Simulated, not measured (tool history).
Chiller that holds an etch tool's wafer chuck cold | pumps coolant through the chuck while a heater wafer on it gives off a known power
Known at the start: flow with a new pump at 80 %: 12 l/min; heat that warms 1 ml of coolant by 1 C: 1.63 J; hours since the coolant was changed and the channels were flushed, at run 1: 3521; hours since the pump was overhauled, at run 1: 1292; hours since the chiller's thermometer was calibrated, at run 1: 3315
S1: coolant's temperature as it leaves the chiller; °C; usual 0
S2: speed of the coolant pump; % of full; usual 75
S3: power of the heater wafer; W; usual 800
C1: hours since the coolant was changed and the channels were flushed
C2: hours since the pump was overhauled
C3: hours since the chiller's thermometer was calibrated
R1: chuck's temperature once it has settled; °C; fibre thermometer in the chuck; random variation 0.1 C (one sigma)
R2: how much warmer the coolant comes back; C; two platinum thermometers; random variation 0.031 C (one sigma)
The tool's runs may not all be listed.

run	hour	S1	S2	S3	C1	C2	C3	R1	R2
1	0.0	0	75	800	3521	1292	3315	5.4	2.68
2	102.1	0	75	800	3624	1394	3417	5.3	2.72
3	266.4	0	75	800	3788	1558	3581	5.3	2.66
4	365.0	10	75	800	3886	1657	3680	15.5	2.72
5	494.9	10	75	800	4016	1787	3810	15.4	2.70
# hour 537.9: chiller's thermometer calibrated
6	669.7	10	75	800	4190	1961	132	16.0	2.70
7	802.9	10	75	800	4323	2094	265	16.0	2.66
8	903.8	10	75	800	4424	2195	366	15.9	2.74
9	1039.7	0	75	800	4560	2331	502	5.9	2.68
10	1189.4	0	75	800	4710	2480	651	5.9	2.65
11	1294.8	0	78	800	4815	2586	757	6.0	2.62
12	1446.3	0	78	800	4967	2737	908	5.8	2.63
13	1544.8	8	75	800	5065	2836	1007	13.9	2.78
14	1644.2	0	96	800	5165	2935	1106	4.8	2.22
15	1777.1	0	96	800	5298	3068	1239	5.0	2.16
16	1913.1	0	96	800	5434	3204	1375	5.0	2.20
17	2024.7	0	96	800	5545	3316	1487	5.0	2.18
18	2163.3	-4	91	809	5684	3454	1625	1.3	2.34
19	2264.8	-4	91	809	5785	3556	1727	1.2	2.32
20	2390.9	0	83	800	5911	3682	1853	5.5	2.48
21	2546.1	0	96	862	6067	3837	2008	5.4	2.36
22	2729.9	4	67	737	6250	4021	2192	9.9	2.83
23	2860.1	-8	72	661	6381	4151	2322	-2.9	2.44
24	3044.8	-8	72	661	6565	4336	2507	-2.7	2.40
25	3151.6	-1	66	1032	6672	4442	2614	7.9	4.16
26	3257.4	-1	66	1032	6778	4548	2720	7.9	4.18
27	3390.8	2	96	925	6911	4682	2853	7.7	2.58
28	3480.2	2	63	409	7001	4771	2942	5.4	1.69
29	3619.7	-2	75	800	7140	4911	3082	4.1	2.85
30	3707.7	-3	76	675	7228	4999	3170	1.9	2.32
31	3832.5	-3	70	675	7353	5123	3295	2.3	2.52

Forecast run 32:
# hour 3931.1: coolant changed, channels flushed
32	3931.1	-7	87	622	0	5216	3387	?	?

R1: -3.5 °C
R2: 1.91 C
Without the tool's hidden state the same run would have given R1 -3.2 °C, R2 1.76 C.

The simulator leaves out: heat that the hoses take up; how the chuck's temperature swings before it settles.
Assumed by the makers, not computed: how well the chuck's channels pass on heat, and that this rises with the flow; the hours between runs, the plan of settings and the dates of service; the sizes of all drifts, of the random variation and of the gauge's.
